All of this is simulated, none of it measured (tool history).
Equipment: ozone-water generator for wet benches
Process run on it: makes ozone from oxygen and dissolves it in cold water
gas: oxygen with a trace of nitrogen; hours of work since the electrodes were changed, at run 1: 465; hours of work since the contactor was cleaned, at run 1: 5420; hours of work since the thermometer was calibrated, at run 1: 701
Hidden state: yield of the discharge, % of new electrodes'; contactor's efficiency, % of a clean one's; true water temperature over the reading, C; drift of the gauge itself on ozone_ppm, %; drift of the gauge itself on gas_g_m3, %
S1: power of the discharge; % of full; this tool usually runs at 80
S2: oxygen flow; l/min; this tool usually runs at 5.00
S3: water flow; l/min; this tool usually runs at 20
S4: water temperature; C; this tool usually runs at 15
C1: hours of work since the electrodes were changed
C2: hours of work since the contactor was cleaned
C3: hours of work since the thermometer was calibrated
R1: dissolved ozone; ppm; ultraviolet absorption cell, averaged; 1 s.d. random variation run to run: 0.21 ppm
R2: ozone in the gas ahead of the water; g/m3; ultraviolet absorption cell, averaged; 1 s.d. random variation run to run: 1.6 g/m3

run	hour	S1	S2	S3	S4	C1	C2	C3	R1	R2
1	0.0	80	5.00	20	15	465	5420	701	29.1	296.1
2	66.5	80	5.00	20	15	508	5463	744	29.1	297.4
3	112.9	80	5.00	20	15	538	5493	774	29.5	298.2
4	200.3	80	5.00	20	15	594	5549	830	29.1	298.8
5	249.6	80	5.00	20	12	626	5581	862	30.1	300.0
6	343.2	80	5.00	20	12	686	5641	922	30.0	295.6
7	429.5	80	5.00	20	12	742	5697	978	30.2	294.4
8	524.8	80	5.00	20	12	803	5758	1039	29.8	293.3
9	588.5	80	5.00	20	15	844	5799	1080	28.7	294.7
10	641.7	80	5.00	20	20	879	5833	1115	27.1	296.0
11	704.2	80	5.00	20	20	919	5873	1155	26.9	295.6
# hour 718.6: contactor cleaned
12	778.0	80	5.00	20	20	964	38	1200	26.4	295.8
13	844.2	80	5.00	20	10	1006	81	1243	30.3	293.8
14	893.1	80	5.00	14	15	1038	112	1274	39.4	294.5
15	969.6	80	5.00	14	15	1087	162	1323	39.2	297.2
16	1080.7	80	5.00	14	15	1159	233	1395	38.7	296.0
17	1146.7	80	5.00	22	10	1201	276	1437	26.7	294.8
18	1212.3	58	5.00	20	14	1244	318	1480	22.7	241.3
19	1280.7	58	5.00	20	14	1288	362	1524	22.9	238.9
20	1358.0	58	5.00	20	14	1337	412	1574	22.8	238.5
# hour 1413.1: contactor cleaned, once more
21	1414.2	80	5.00	28	15	1371	1	1607	21.1	295.5
22	1514.1	80	5.00	28	15	1435	65	1672	20.5	295.5
23	1566.6	75	6.89	19	15	1469	99	1705	32.2	249.9
24	1665.0	83	5.14	20	15	1533	162	1769	30.8	299.4
25	1759.1	83	2.72	20	15	1593	223	1829	25.1	369.3
26	1810.4	80	5.00	20	18	1626	256	1862	28.4	293.1
27	1860.3	44	3.22	20	18	1658	288	1895	17.1	233.6
28	1919.8	44	3.22	20	18	1697	326	1933	17.1	231.1

Predict each of these 5 candidate next runs independently; none follows another, all start after run 28:
A	2028.5	80	5.00	20	19	1767	396	2003	?	?
B	2028.5	81	8.81	20	12	1767	396	2003	?	?
C	2028.5	44	6.12	15	13	1767	396	2003	?	?
D	2028.5	80	3.10	20	15	1767	396	2003	?	?
E	2028.5	91	5.38	20	15	1767	396	2003	?	?

run	R1	R2
A	27.8	291.6
B	34.7	245.3
C	27.7	186.1
D	25.7	344.4
E	32.7	309.1
Without the tool's hidden state the same runs would have given:
run	R1	R2
A	28.6	296.6
B	35.7	249.5
C	28.4	188.2
D	26.5	350.3
E	33.7	314.9
